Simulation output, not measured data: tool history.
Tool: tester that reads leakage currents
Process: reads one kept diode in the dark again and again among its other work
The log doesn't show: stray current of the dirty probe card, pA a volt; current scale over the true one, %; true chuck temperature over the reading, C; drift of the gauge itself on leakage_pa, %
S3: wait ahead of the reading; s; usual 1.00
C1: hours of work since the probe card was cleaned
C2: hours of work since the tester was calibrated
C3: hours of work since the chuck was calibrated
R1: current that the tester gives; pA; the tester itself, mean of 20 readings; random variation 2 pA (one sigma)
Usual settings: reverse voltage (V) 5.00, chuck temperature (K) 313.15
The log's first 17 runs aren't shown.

Run 18, day 38.429: usual settings but reverse voltage (V) 1.52; C1 131; C2 958; C3 1831. Result: R1 390.55 pA.
Run 19, day 40.550: usual settings but reverse voltage (V) 1.52; C1 157; C2 984; C3 1857. Result: R1 389.40 pA.
At day 41.642: chuck's temperature calibrated.
Run 20, day 43.038: usual settings; C1 186; C2 1013; C3 17. Result: R1 665.28 pA.
Run 21, day 44.946: usual settings but chuck temperature (K) 299.15; C1 210; C2 1036; C3 40. Result: R1 196.74 pA.
Run 22, day 47.342: usual settings but S3 2.19 s; C1 239; C2 1065; C3 70. Result: R1 665.31 pA.
Run 23, day 49.367: usual settings but reverse voltage (V) 2.48, chuck temperature (K) 318.15; C1 264; C2 1090; C3 94. Result: R1 719.19 pA.
Run 24, day 52.054: usual settings but reverse voltage (V) 9.99, chuck temperature (K) 330.15, S3 5.55 s; C1 296; C2 1123; C3 127. Result: R1 3608.61 pA.
Run 25, day 54.658: usual settings but reverse voltage (V) 9.99, chuck temperature (K) 330.15, S3 5.55 s; C1 328; C2 1155; C3 159. Result: R1 3637.35 pA.
Run 26, day 56.721: usual settings but reverse voltage (V) 9.99, chuck temperature (K) 330.15, S3 5.55 s; C1 353; C2 1180; C3 184. Result: R1 3639.49 pA.
Run 27, day 59.542: usual settings but reverse voltage (V) 3.82, chuck temperature (K) 322.15, S3 0.38 s; C1 388; C2 1215; C3 219. Result: R1 1230.86 pA.

Forecast run 28:
At day 59.879: tester calibrated.
Run 28, day 61.392: usual settings but reverse voltage (V) 12.25, chuck temperature (K) 303.15; C1 410; C2 18; C3 240. Result: R1 ?.

{"run 28": {"R1": 443.73}}
Without the tool's hidden state the same run would have given R1 430.61 pA.
